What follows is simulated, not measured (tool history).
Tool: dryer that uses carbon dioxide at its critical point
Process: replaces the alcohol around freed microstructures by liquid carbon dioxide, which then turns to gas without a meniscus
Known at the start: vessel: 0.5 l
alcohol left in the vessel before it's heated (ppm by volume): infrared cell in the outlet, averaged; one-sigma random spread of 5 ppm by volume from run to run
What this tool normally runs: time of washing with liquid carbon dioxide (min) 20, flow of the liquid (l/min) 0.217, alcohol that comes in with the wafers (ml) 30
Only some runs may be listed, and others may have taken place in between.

run	hour	time of washing with liquid carbon dioxide (min)	flow of the liquid (l/min)	alcohol that comes in with the wafers (ml)	alcohol left in the vessel before it's heated (ppm by volume)
1	0.0	20	0.217	30	134
2	12.7	20	0.217	30	151
3	24.8	20	0.308	30	88
4	41.4	19	0.217	30	178
5	60.0	19	0.217	30	184
6	76.5	19	0.217	30	190
7	95.1	22	0.172	30	296
8	104.1	20	0.250	65	142
9	121.1	23	0.267	41	92
10	135.1	23	0.256	28	96

3 options for the next run, each taken on its own from the tool as it stands now. Forecast them:
A	154.2	22	0.217	113	?
B	154.2	20	0.145	63	?
C	154.2	23	0.140	28	?

run	alcohol left in the vessel before it's heated (ppm by volume)
A	268
B	1858
C	572
What these runs would have given with no unlogged condition in the tool:
run	alcohol left in the vessel before it's heated (ppm by volume)
A	82
B	1078
C	280
